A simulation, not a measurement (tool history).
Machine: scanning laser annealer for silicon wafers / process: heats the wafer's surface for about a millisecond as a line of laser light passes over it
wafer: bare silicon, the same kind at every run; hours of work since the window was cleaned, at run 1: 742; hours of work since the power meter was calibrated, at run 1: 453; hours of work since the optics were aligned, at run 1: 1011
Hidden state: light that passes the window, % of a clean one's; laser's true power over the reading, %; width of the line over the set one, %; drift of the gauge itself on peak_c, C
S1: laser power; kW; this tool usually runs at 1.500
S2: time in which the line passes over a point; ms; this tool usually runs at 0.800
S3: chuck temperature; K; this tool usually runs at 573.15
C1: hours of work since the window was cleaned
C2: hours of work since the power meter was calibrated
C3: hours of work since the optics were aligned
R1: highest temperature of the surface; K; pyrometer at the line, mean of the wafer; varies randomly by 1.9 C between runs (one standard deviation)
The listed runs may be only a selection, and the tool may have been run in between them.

run	hour	S1	S2	S3	C1	C2	C3	R1
1	0.0	1.500	0.800	573.15	742	453	1011	1358.15
# hour 19.2: window over the wafer cleaned
2	19.4	1.500	0.800	573.15	0	462	1020	1381.15
3	37.6	1.500	0.800	573.15	9	471	1030	1377.15
4	72.5	1.500	0.800	573.15	27	489	1048	1379.15
5	111.1	1.500	0.800	571.15	47	509	1068	1375.15
6	142.2	1.500	0.800	571.15	63	525	1083	1375.15
7	162.0	1.500	0.800	573.15	73	535	1094	1378.15
8	198.8	1.500	0.800	573.15	92	554	1113	1374.15
9	220.4	1.500	0.800	573.15	103	565	1124	1376.15
10	256.5	1.500	0.800	558.15	122	583	1142	1357.15
11	286.6	1.500	0.800	558.15	137	599	1158	1361.15
12	312.4	1.500	0.800	558.15	151	612	1171	1356.15
13	333.6	1.500	0.800	558.15	161	623	1182	1356.15
14	367.5	1.500	0.757	573.15	179	640	1199	1352.15
15	385.9	1.500	0.757	573.15	188	650	1209	1347.15
16	422.4	1.500	0.908	563.15	207	669	1227	1410.15
17	462.1	1.500	0.908	563.15	227	689	1248	1411.15
18	496.3	1.500	0.908	563.15	245	707	1265	1408.15
19	529.0	1.621	0.782	556.15	262	723	1282	1425.15
20	562.5	1.451	0.753	570.15	279	741	1299	1307.15
21	584.6	1.451	0.753	570.15	290	752	1311	1309.15
22	615.5	1.560	0.812	573.15	306	768	1327	1412.15
23	646.8	1.560	0.812	573.15	322	784	1343	1409.15
24	677.1	1.565	0.711	560.15	338	799	1358	1344.15
25	709.8	1.556	0.711	544.15	355	816	1375	1330.15
26	735.1	1.607	0.870	581.15	368	829	1388	1477.15
27	758.9	1.339	0.600	610.15	380	841	1400	1200.15
# hour 767.8: optics aligned, line set to its width
28	804.4	1.597	0.970	597.15	401	862	19	1554.15
29	841.0	1.333	0.664	573.15	420	881	38	1202.15

Here are 5 independent what-if runs from the current tool condition. What would each one return?
A	868.7	1.500	0.800	607.15	434	895	52	?
B	868.7	1.530	0.800	551.15	434	895	52	?
C	868.7	1.381	0.764	554.15	434	895	52	?
D	868.7	1.504	0.806	606.15	434	895	52	?
E	868.7	1.501	0.562	570.15	434	895	52	?

run	R1
A	1409.15
B	1376.15
C	1257.15
D	1411.15
E	1248.15
Without the tool's hidden state the same runs would have given:
run	R1
A	1436.15
B	1404.15
C	1280.15
D	1438.15
E	1270.15
